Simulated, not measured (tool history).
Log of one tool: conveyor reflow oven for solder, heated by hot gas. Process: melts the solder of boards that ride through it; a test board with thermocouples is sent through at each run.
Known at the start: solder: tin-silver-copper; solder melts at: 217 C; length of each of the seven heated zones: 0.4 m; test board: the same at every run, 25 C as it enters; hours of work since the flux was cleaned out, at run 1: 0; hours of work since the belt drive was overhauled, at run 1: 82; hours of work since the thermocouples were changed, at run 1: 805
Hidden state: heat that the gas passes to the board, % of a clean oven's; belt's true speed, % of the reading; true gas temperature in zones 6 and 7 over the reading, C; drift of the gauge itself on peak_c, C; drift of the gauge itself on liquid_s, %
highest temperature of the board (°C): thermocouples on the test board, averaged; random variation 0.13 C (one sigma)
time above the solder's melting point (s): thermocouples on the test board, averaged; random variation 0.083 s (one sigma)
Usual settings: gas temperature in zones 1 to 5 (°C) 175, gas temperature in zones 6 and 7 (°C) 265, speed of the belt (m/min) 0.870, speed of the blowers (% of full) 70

run,hour,gas temperature in zones 1 to 5 (°C),gas temperature in zones 6 and 7 (°C),speed of the belt (m/min),speed of the blowers (% of full),hours of work since the flux was cleaned out,hours of work since the belt drive was overhauled,hours of work since the thermocouples were changed,highest temperature of the board (°C),time above the solder's melting point (s)
1,0.0,175,265,0.870,70,0,82,805,249.0,40.04
2,12.4,175,265,0.870,70,9,91,813,249.0,40.19
3,22.7,175,265,0.870,70,16,98,820,248.9,39.89
4,39.6,175,265,0.870,65,27,109,832,248.0,39.21
5,48.2,175,265,0.870,65,33,115,838,248.0,39.04
6,61.6,175,265,0.870,70,43,125,847,248.7,40.03
7,75.2,175,262,0.870,70,52,134,857,245.8,38.36
8,89.4,175,266,0.870,70,62,144,867,249.6,40.52
9,105.8,175,266,0.870,70,73,155,878,249.5,40.33
10,113.6,175,266,0.870,70,78,160,883,249.4,40.27
11,124.9,175,266,0.870,70,86,168,891,249.4,40.32
12,137.7,165,265,0.870,70,95,177,900,246.6,36.27
13,153.5,165,265,0.870,70,106,188,911,246.8,36.22
14,164.3,165,265,0.870,70,113,195,918,246.8,36.33
15,174.1,175,275,0.870,70,120,202,925,257.1,44.07
16,182.9,175,268,0.910,70,126,208,931,249.4,38.47
17,191.3,175,268,0.910,70,132,214,937,249.7,38.05
18,199.9,175,268,0.910,70,138,220,943,249.7,38.12
19,215.5,177,275,0.734,85,149,231,954,264.5,57.26
20,223.2,177,257,0.734,56,154,236,959,243.1,44.64
21,237.6,190,257,1.036,66,164,246,969,238.4,30.19
22,252.0,167,265,0.870,71,174,256,979,247.0,36.82
23,260.4,164,256,0.870,71,180,262,985,238.5,30.32
24,267.5,164,256,0.870,71,185,267,989,238.4,30.26
25,283.6,186,274,1.024,70,196,278,1001,252.7,37.57
26,298.6,186,274,1.024,70,206,288,1011,252.6,37.30
27,309.6,181,277,1.024,70,214,296,1019,254.0,36.66
28,319.0,181,276,0.973,70,220,302,1025,254.8,39.41
# hour 326.0: flux residue cleaned out of gas plates and filters
# hour 334.4: thermocouples of zones 6 and 7 changed
29,340.1,181,276,0.973,70,8,312,4,258.1,40.72

4 ways to go on from here, each from the tool as it stands after run 29. What would each give?
A,352.8,163,265,0.870,78,17,321,13,?,?
B,352.8,181,276,0.973,84,17,321,13,?,?
C,352.8,181,276,0.799,70,17,321,13,?,?
D,352.8,175,268,0.870,55,17,321,13,?,?

run,highest temperature of the board (°C),time above the solder's melting point (s)
A,250.5,38.41
B,260.6,42.17
C,264.0,53.14
D,249.7,39.85
Without the tool's hidden state the same runs would have given:
run,highest temperature of the board (°C),time above the solder's melting point (s)
A,250.7,38.51
B,260.8,42.21
C,264.2,53.14
D,249.9,39.91
